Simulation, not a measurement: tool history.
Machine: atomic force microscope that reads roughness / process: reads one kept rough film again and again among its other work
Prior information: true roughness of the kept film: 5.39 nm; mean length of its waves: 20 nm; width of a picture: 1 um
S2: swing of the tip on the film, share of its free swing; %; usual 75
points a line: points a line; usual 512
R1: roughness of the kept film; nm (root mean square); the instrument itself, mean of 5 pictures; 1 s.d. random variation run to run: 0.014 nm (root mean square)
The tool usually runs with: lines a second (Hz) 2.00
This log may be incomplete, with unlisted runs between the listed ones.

{"run": 1, "hour": 0.0, "lines a second (Hz)": 2.0, "S2": 75, "points a line": 512, "R1": 2.982}
{"hour": 78.8, "done": "new tip fitted"}
{"run": 2, "hour": 84.1, "lines a second (Hz)": 2.0, "S2": 75, "points a line": 512, "R1": 3.244}
{"run": 3, "hour": 153.8, "lines a second (Hz)": 2.0, "S2": 75, "points a line": 512, "R1": 2.657}
{"hour": 190.7, "done": "new tip fitted"}
{"run": 4, "hour": 212.2, "lines a second (Hz)": 2.0, "S2": 75, "points a line": 512, "R1": 3.048}
{"run": 5, "hour": 294.9, "lines a second (Hz)": 2.0, "S2": 75, "points a line": 512, "R1": 2.417}
{"hour": 305.2, "done": "new tip fitted"}
{"run": 6, "hour": 339.2, "lines a second (Hz)": 2.0, "S2": 75, "points a line": 512, "R1": 2.936}
{"run": 7, "hour": 387.7, "lines a second (Hz)": 1.66, "S2": 75, "points a line": 512, "R1": 2.653}
{"hour": 419.5, "done": "new tip fitted"}
{"run": 8, "hour": 472.4, "lines a second (Hz)": 1.66, "S2": 75, "points a line": 261, "R1": 2.759}
{"run": 9, "hour": 507.1, "lines a second (Hz)": 2.0, "S2": 62, "points a line": 512, "R1": 2.691}
{"hour": 531.7, "done": "new tip fitted"}
{"run": 10, "hour": 543.5, "lines a second (Hz)": 2.0, "S2": 75, "points a line": 512, "R1": 3.075}
{"run": 11, "hour": 612.2, "lines a second (Hz)": 2.0, "S2": 75, "points a line": 512, "R1": 2.58}
{"hour": 646.1, "done": "new tip fitted"}
{"run": 12, "hour": 676.1, "lines a second (Hz)": 2.0, "S2": 64, "points a line": 512, "R1": 3.215}
{"run": 13, "hour": 739.1, "lines a second (Hz)": 2.0, "S2": 64, "points a line": 512, "R1": 2.769}
{"hour": 760.9, "done": "new tip fitted"}
{"run": 14, "hour": 808.0, "lines a second (Hz)": 2.0, "S2": 64, "points a line": 512, "R1": 3.067}
{"hour": 876.4, "done": "new tip fitted"}
{"run": 15, "hour": 880.7, "lines a second (Hz)": 2.0, "S2": 64, "points a line": 512, "R1": 3.449}
{"hour": 898.0, "done": "height scale calibrated on a step standard"}
{"run": 16, "hour": 938.3, "lines a second (Hz)": 2.0, "S2": 64, "points a line": 512, "R1": 3.023}
{"hour": 990.2, "done": "new tip fitted"}
{"run": 17, "hour": 1005.4, "lines a second (Hz)": 2.0, "S2": 75, "points a line": 512, "R1": 3.131}
{"run": 18, "hour": 1070.1, "lines a second (Hz)": 2.0, "S2": 75, "points a line": 512, "R1": 2.644}
{"hour": 1100.2, "done": "new tip fitted"}
{"run": 19, "hour": 1140.3, "lines a second (Hz)": 2.0, "S2": 75, "points a line": 512, "R1": 2.833}
{"run": 20, "hour": 1201.6, "lines a second (Hz)": 2.0, "S2": 75, "points a line": 512, "R1": 2.444}
{"hour": 1211.1, "done": "new tip fitted"}
{"run": 21, "hour": 1247.9, "lines a second (Hz)": 2.0, "S2": 75, "points a line": 512, "R1": 2.954}
{"run": 22, "hour": 1285.1, "lines a second (Hz)": 3.57, "S2": 63, "points a line": 512, "R1": 2.748}
{"run": 23, "hour": 1319.1, "lines a second (Hz)": 3.57, "S2": 63, "points a line": 512, "R1": 2.51}
{"hour": 1325.7, "done": "new tip fitted"}
{"run": 24, "hour": 1383.3, "lines a second (Hz)": 2.42, "S2": 74, "points a line": 410, "R1": 2.765}
{"run": 25, "hour": 1428.6, "lines a second (Hz)": 2.42, "S2": 74, "points a line": 410, "R1": 2.422}
{"hour": 1438.7, "done": "new tip fitted"}
{"run": 26, "hour": 1481.2, "lines a second (Hz)": 3.85, "S2": 74, "points a line": 590, "R1": 2.599}
{"run": 27, "hour": 1546.1, "lines a second (Hz)": 1.78, "S2": 84, "points a line": 538, "R1": 2.345}
{"hour": 1553.2, "done": "new tip fitted"}
{"run": 28, "hour": 1619.0, "lines a second (Hz)": 0.96, "S2": 84, "points a line": 660, "R1": 2.77}
{"hour": 1665.5, "done": "new tip fitted"}
{"run": 29, "hour": 1690.7, "lines a second (Hz)": 0.77, "S2": 75, "points a line": 280, "R1": 3.281}
{"run": 30, "hour": 1731.7, "lines a second (Hz)": 1.68, "S2": 57, "points a line": 350, "R1": 3.065}
{"run": 31, "hour": 1771.7, "lines a second (Hz)": 2.0, "S2": 69, "points a line": 322, "R1": 2.545}
{"hour": 1776.1, "done": "new tip fitted"}
{"run": 32, "hour": 1821.2, "lines a second (Hz)": 2.0, "S2": 69, "points a line": 322, "R1": 2.963}
{"hour": 1888.0, "done": "new tip fitted"}
{"run": 33, "hour": 1893.5, "lines a second (Hz)": 1.09, "S2": 69, "points a line": 855, "R1": 3.557}
{"run": 34, "hour": 1944.6, "lines a second (Hz)": 1.09, "S2": 69, "points a line": 855, "R1": 3.124}
{"run": 35, "hour": 1984.5, "lines a second (Hz)": 0.74, "S2": 60, "points a line": 855, "R1": 2.965}

Alternative continuations, all from the tool just after run 35; predict every row:
{"hour": 1997.7, "done": "new tip fitted"}
{"run": "A", "hour": 2031.4, "lines a second (Hz)": 2.87, "S2": 75, "points a line": 547, "R1": "?"}
{"hour": 1997.7, "done": "new tip fitted"}
{"run": "B", "hour": 2031.4, "lines a second (Hz)": 0.53, "S2": 87, "points a line": 430, "R1": "?"}
{"hour": 1997.7, "done": "new tip fitted"}
{"run": "C", "hour": 2031.4, "lines a second (Hz)": 2.7, "S2": 71, "points a line": 396, "R1": "?"}

run=A R1=2.780
run=B R1=3.148
run=C R1=2.900
With the hidden condition removed and each run's random variation left untouched, the same runs would have given:
run=A R1=3.107
run=B R1=3.520
run=C R1=3.242
